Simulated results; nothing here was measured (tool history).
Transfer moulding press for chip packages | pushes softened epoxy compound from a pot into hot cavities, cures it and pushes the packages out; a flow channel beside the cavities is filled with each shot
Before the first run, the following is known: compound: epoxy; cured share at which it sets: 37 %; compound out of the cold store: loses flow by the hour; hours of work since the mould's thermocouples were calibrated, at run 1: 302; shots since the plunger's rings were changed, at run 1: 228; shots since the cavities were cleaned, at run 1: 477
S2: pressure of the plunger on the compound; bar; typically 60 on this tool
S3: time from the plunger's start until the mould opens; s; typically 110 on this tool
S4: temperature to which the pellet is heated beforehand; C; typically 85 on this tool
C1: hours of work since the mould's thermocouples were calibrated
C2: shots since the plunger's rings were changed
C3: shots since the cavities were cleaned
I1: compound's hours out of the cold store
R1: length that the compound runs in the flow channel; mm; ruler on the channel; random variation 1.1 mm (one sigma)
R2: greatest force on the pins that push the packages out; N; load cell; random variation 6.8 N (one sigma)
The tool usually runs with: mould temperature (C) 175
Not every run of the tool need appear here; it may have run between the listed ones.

Run 1, hour 0: usual settings; C1 302; C2 228; C3 477; I1 25.7. Result: R1 585 mm, R2 414 N.
At hour 16.4: mould's thermocouples calibrated.
Run 2, hour 41.9: usual settings; C1 15; C2 638; C3 887; I1 28.6. Result: R1 572 mm, R2 436 N.
At hour 55.2: cavities cleaned with cleaning compound and waxed.
Run 3, hour 74.2: usual settings; C1 33; C2 954; C3 194; I1 29.6. Result: R1 566 mm, R2 343 N.
Run 4, hour 109.2: usual settings; C1 54; C2 1314; C3 554; I1 34.6. Result: R1 549 mm, R2 399 N.
Run 5, hour 129.1: usual settings; C1 65; C2 1518; C3 758; I1 8.4. Result: R1 618 mm, R2 466 N.
At hour 154.8: cavities cleaned with cleaning compound and waxed.
Run 6, hour 165.2: usual settings; C1 86; C2 1874; C3 107; I1 32.9. Result: R1 549 mm, R2 330 N.
Run 7, hour 193.8: usual settings; C1 103; C2 2168; C3 401; I1 45. Result: R1 520 mm, R2 358 N.
Run 8, hour 229.1: usual settings; C1 123; C2 2530; C3 763; I1 28.3. Result: R1 554 mm, R2 437 N.
At hour 233.7: plunger's sealing rings changed.
Run 9, hour 254.3: usual settings but S4 94 C; C1 137; C2 211; C3 996; I1 41.7. Result: R1 541 mm, R2 421 N.
At hour 259: cavities cleaned with cleaning compound and waxed.
Run 10, hour 281.5: usual settings but S2 46 bar, S3 116 s, S4 94 C; C1 152; C2 475; C3 231; I1 21.8. Result: R1 517 mm, R2 323 N.
Run 11, hour 308.7: usual settings but S2 51 bar, S3 146 s, S4 80 C; C1 168; C2 755; C3 511; I1 17.1. Result: R1 553 mm, R2 291 N.
Run 12, hour 333: usual settings but S2 47.4 bar, S3 146 s; C1 182; C2 1004; C3 760; I1 27.8. Result: R1 507 mm, R2 316 N.
At hour 358: cavities cleaned with cleaning compound and waxed.
Run 13, hour 360: usual settings but S2 73.6 bar, S3 146 s; C1 197; C2 1266; C3 20; I1 44.9. Result: R1 584 mm, R2 233 N.
Run 14, hour 378.5: usual settings but S2 59.8 bar, S3 124 s; C1 208; C2 1456; C3 210; I1 32.8. Result: R1 552 mm, R2 311 N.
Run 15, hour 401.8: usual settings but mould temperature (C) 174, S2 52.1 bar, S3 125 s, S4 84 C; C1 222; C2 1696; C3 450; I1 8.1. Result: R1 579 mm, R2 369 N.
Run 16, hour 431.7: usual settings but mould temperature (C) 174, S2 52.1 bar, S3 125 s, S4 84 C; C1 239; C2 2003; C3 757; I1 23.3. Result: R1 536 mm, R2 381 N.

Expected results for the next run?
At hour 459.1: cavities cleaned with cleaning compound and waxed.
Run 17, hour 468.1: usual settings but mould temperature (C) 174, S2 52.1 bar, S3 125 s, S4 84 C; C1 260; C2 2362; C3 93; I1 47.7. Result: R1 ?, R2 ?.

R1: 478 mm
R2: 279 N
On a tool with no hidden condition, and with the same random variation, this run would have come out at R1 498 mm, R2 253 N.

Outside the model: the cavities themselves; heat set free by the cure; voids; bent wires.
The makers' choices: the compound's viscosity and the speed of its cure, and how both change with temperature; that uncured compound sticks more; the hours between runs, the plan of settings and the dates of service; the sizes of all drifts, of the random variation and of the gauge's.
